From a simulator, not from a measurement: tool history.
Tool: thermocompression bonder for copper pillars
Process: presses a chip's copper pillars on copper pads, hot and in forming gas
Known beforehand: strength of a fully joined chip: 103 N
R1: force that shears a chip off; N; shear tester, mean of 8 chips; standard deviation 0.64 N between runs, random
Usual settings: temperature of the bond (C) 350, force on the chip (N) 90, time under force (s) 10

{"run": 1, "hour": 0.0, "temperature of the bond (C)": 350, "force on the chip (N)": 90, "time under force (s)": 10, "R1": 38.6}
{"run": 2, "hour": 35.6, "temperature of the bond (C)": 350, "force on the chip (N)": 90, "time under force (s)": 10, "R1": 39.3}
{"run": 3, "hour": 72.1, "temperature of the bond (C)": 350, "force on the chip (N)": 90, "time under force (s)": 10, "R1": 37.9}
{"run": 4, "hour": 107.9, "temperature of the bond (C)": 350, "force on the chip (N)": 90, "time under force (s)": 10, "R1": 37.1}
{"run": 5, "hour": 124.1, "temperature of the bond (C)": 350, "force on the chip (N)": 90, "time under force (s)": 10, "R1": 38.3}
{"run": 6, "hour": 149.4, "temperature of the bond (C)": 350, "force on the chip (N)": 90, "time under force (s)": 10, "R1": 36.6}
{"run": 7, "hour": 168.3, "temperature of the bond (C)": 368, "force on the chip (N)": 66, "time under force (s)": 10, "R1": 34.6}
{"run": 8, "hour": 187.6, "temperature of the bond (C)": 373, "force on the chip (N)": 130, "time under force (s)": 10, "R1": 58.3}
{"run": 9, "hour": 219.5, "temperature of the bond (C)": 345, "force on the chip (N)": 90, "time under force (s)": 17, "R1": 42.7}
{"run": 10, "hour": 240.5, "temperature of the bond (C)": 345, "force on the chip (N)": 131, "time under force (s)": 6, "R1": 37.4}
{"run": 11, "hour": 258.4, "temperature of the bond (C)": 345, "force on the chip (N)": 131, "time under force (s)": 6, "R1": 37.0}
{"run": 12, "hour": 286.4, "temperature of the bond (C)": 330, "force on the chip (N)": 83, "time under force (s)": 29, "R1": 41.3}

Predict each of these 5 candidate next runs independently; none follows another, all start after run 12:
{"run": "A", "hour": 303.8, "temperature of the bond (C)": 377, "force on the chip (N)": 70, "time under force (s)": 29, "R1": "?"}
{"run": "B", "hour": 303.8, "temperature of the bond (C)": 379, "force on the chip (N)": 73, "time under force (s)": 9, "R1": "?"}
{"run": "C", "hour": 303.8, "temperature of the bond (C)": 351, "force on the chip (N)": 84, "time under force (s)": 11, "R1": "?"}
{"run": "D", "hour": 303.8, "temperature of the bond (C)": 340, "force on the chip (N)": 100, "time under force (s)": 10, "R1": "?"}
{"run": "E", "hour": 303.8, "temperature of the bond (C)": 332, "force on the chip (N)": 90, "time under force (s)": 10, "R1": "?"}

run=A R1=56.2
run=B R1=39.5
run=C R1=36.2
run=D R1=36.0
run=E R1=30.1
Without the tool's unlogged condition, the same runs would have read:
run=A R1=61.7
run=B R1=43.5
run=C R1=40.0
run=D R1=39.9
run=E R1=33.5
